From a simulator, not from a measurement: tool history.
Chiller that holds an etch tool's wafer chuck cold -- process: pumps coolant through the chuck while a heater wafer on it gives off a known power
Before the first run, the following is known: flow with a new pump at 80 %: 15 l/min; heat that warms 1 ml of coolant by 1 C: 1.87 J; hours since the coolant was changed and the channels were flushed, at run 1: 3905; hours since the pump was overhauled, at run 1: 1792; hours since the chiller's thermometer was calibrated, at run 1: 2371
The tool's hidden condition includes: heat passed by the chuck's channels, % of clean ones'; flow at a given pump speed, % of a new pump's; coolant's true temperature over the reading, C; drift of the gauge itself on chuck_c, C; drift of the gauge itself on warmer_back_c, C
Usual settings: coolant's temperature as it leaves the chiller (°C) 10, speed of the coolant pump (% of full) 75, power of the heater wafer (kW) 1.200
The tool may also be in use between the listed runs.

run     day  coolant's temperature as it leaves the chiller (°C)  speed of the coolant pump (% of full)  power of the heater wafer (kW)  hours since the coolant was changed and the channels were flushed  hours since the pump was overhauled  hours since the chiller's thermometer was calibrated  chuck's temperature once it has settled (°C)  how much warmer the coolant comes back (C)
  1   0.000                                                   10                                     75                           1.200                                                               3905                                 1792                                                  2371                                         18.28                                        2.81
  2   1.892                                                   10                                     75                           1.200                                                               3951                                 1837                                                  2416                                         18.18                                        2.80
  3   3.154                                                   10                                     75                           1.200                                                               3981                                 1867                                                  2446                                         18.28                                        2.77
  4   4.825                                                   10                                     75                           1.200                                                               4021                                 1908                                                  2486                                         18.31                                        2.80
  5   6.296                                                   10                                     75                           1.200                                                               4056                                 1943                                                  2522                                         18.34                                        2.81
  6   8.150                                                   10                                     93                           1.200                                                               4101                                 1987                                                  2566                                         17.41                                        2.25
  7   9.667                                                   10                                     75                           1.200                                                               4137                                 2024                                                  2603                                         18.29                                        2.79
  8  11.146                                                   10                                     75                           1.200                                                               4173                                 2059                                                  2638                                         18.29                                        2.82
  9  13.196                                                   10                                     75                           0.758                                                               4222                                 2108                                                  2687                                         15.37                                        1.76
 10  14.883                                                   10                                     75                           0.758                                                               4262                                 2149                                                  2728                                         15.30                                        1.75
 11  16.671                                                   10                                     75                           0.758                                                               4305                                 2192                                                  2771                                         15.26                                        1.78
 12  18.417                                                   10                                     75                           1.200                                                               4347                                 2234                                                  2813                                         18.40                                        2.78
 13  19.525                                                   10                                     75                           1.200                                                               4374                                 2260                                                  2839                                         18.32                                        2.80
 14  20.633                                                   13                                     75                           1.200                                                               4400                                 2287                                                  2866                                         21.29                                        2.81
 15  22.133                                                   13                                     75                           1.200                                                               4436                                 2323                                                  2902                                         21.40                                        2.80
     22.438  -- coolant pump overhauled
 16  23.554                                                   13                                     75                           1.200                                                               4465                                   27                                                  2931                                         21.38                                        2.87
 17  24.650                                                   19                                     76                           1.200                                                               4492                                   53                                                  2957                                         27.44                                        2.80
 18  26.379                                                   10                                     66                           0.630                                                               4533                                   95                                                  2999                                         14.90                                        1.69
 19  28.125                                                   10                                     75                           1.306                                                               4575                                  136                                                  3041                                         19.23                                        3.09
 20  29.279                                                   11                                     93                           1.342                                                               4603                                  164                                                  3068                                         19.42                                        2.58
 21  30.383                                                   11                                     93                           1.342                                                               4629                                  191                                                  3095                                         19.47                                        2.60
     31.796  -- coolant pump overhauled, once more
 22  32.442                                                   11                                     93                           0.950                                                               4674                                   15                                                  3139                                         16.89                                        1.73
 23  33.275                                                   20                                     61                           1.163                                                               4694                                   36                                                  3159                                         28.96                                        3.24
 24  34.929                                                   20                                     61                           1.163                                                               4733                                   75                                                  3199                                         28.98                                        3.23
 25  36.942                                                   20                                     61                           1.163                                                               4782                                  124                                                  3247                                         28.94                                        3.24
 26  38.400                                                   14                                     77                           1.163                                                               4817                                  159                                                  3282                                         21.95                                        2.60
 27  40.050                                                    1                                     64                           0.617                                                               4856                                  198                                                  3322                                          5.70                                        1.62
 28  41.988                                                    4                                     97                           0.712                                                               4903                                  245                                                  3368                                          8.48                                        1.30
 29  43.108                                                    4                                     97                           0.712                                                               4930                                  272                                                  3395                                          8.33                                        1.27
 30  45.067                                                   19                                     99                           1.200                                                               4977                                  319                                                  3442                                         26.31                                        2.08
 31  46.538                                                   19                                     99                           1.200                                                               5012                                  354                                                  3478                                         26.26                                        2.11

Results per run with the tool's hidden condition removed, run-to-run variation unchanged:
run  chuck's temperature once it has settled (°C)  how much warmer the coolant comes back (C)
  1                                         17.78                                        2.76
  2                                         17.67                                        2.74
  3                                         17.76                                        2.71
  4                                         17.78                                        2.75
  5                                         17.81                                        2.76
  6                                         16.90                                        2.20
  7                                         17.74                                        2.72
  8                                         17.74                                        2.76
  9                                         14.95                                        1.72
 10                                         14.86                                        1.71
 11                                         14.82                                        1.74
 12                                         17.81                                        2.71
 13                                         17.73                                        2.73
 14                                         20.70                                        2.74
 15                                         20.80                                        2.73
 16                                         20.72                                        2.76
 17                                         26.78                                        2.69
 18                                         14.42                                        1.63
 19                                         18.51                                        2.98
 20                                         18.74                                        2.48
 21                                         18.78                                        2.50
 22                                         16.47                                        1.74
 23                                         28.45                                        3.25
 24                                         28.46                                        3.24
 25                                         28.41                                        3.25
 26                                         21.44                                        2.61
 27                                          5.30                                        1.63
 28                                          8.08                                        1.30
 29                                          7.93                                        1.28
 30                                         25.79                                        2.08
 31                                         25.74                                        2.11
